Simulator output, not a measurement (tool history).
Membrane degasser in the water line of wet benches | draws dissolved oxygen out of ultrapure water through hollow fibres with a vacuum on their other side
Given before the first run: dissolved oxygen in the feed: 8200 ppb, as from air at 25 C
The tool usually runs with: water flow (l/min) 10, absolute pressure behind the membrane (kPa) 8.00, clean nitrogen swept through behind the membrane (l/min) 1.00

| run | hour | water flow (l/min) | absolute pressure behind the membrane (kPa) | clean nitrogen swept through behind the membrane (l/min) | dissolved oxygen in the water behind the degasser (ppb) | pressure that the water loses in the fibres (kPa) |
|---|---|---|---|---|---|---|
| 1 | 0.0 | 10 | 8.00 | 1.00 | 120.4 | 57.81 |
| 2 | 156.3 | 10 | 8.00 | 1.00 | 119.9 | 57.91 |
| 3 | 222.1 | 7 | 8.00 | 1.00 | 86.3 | 40.67 |
| 4 | 315.6 | 10 | 8.00 | 1.00 | 121.0 | 58.27 |
| 5 | 379.5 | 12 | 8.00 | 1.00 | 145.2 | 69.80 |
| 6 | 475.0 | 12 | 8.00 | 1.00 | 145.5 | 69.87 |
|  | 494.3 | seals of the vacuum lines changed |
| 7 | 559.4 | 12 | 8.00 | 1.00 | 142.4 | 70.01 |
| 8 | 643.5 | 12 | 8.00 | 1.00 | 141.2 | 70.03 |
| 9 | 780.2 | 15 | 10.24 | 2.12 | 134.4 | 87.54 |
| 10 | 933.3 | 9 | 7.31 | 0.75 | 118.4 | 52.22 |
| 11 | 1075.5 | 9 | 7.31 | 0.75 | 119.4 | 52.49 |
| 12 | 1161.3 | 15 | 11.00 | 1.41 | 208.2 | 87.42 |
| 13 | 1275.2 | 7 | 12.44 | 1.41 | 113.3 | 41.01 |
| 14 | 1389.3 | 10 | 6.22 | 1.41 | 55.9 | 58.59 |
| 15 | 1467.8 | 7 | 18.85 | 1.36 | 196.1 | 41.27 |

Below, each run's measurement less what the same run would have read without the hidden state. Both values contain the same run-to-run variation, but the gauge's scatter may not be the same in both:
Hidden state at play: membrane still open, %; true pressure behind the membrane over the reading, kPa; air that leaks in behind the membrane, l/min; drift of the gauge itself on oxygen_ppb, %; drift of the gauge itself on loss_of_pressure_kpa, %.
| run | dissolved oxygen in the water behind the degasser (ppb) | pressure that the water loses in the fibres (kPa) |
|---|---|---|
| 1 | +5.9 | +0.32 |
| 2 | +6.0 | +0.36 |
| 3 | +5.9 | +0.26 |
| 4 | +6.3 | +0.39 |
| 5 | +6.6 | +0.49 |
| 6 | +6.7 | +0.52 |
| 7 | +3.3 | +0.53 |
| 8 | +3.4 | +0.56 |
| 9 | +2.8 | +0.75 |
| 10 | +3.5 | +0.48 |
| 11 | +3.7 | +0.51 |
| 12 | +4.2 | +0.88 |
| 13 | +2.3 | +0.43 |
| 14 | +2.6 | +0.64 |
| 15 | +3.3 | +0.46 |

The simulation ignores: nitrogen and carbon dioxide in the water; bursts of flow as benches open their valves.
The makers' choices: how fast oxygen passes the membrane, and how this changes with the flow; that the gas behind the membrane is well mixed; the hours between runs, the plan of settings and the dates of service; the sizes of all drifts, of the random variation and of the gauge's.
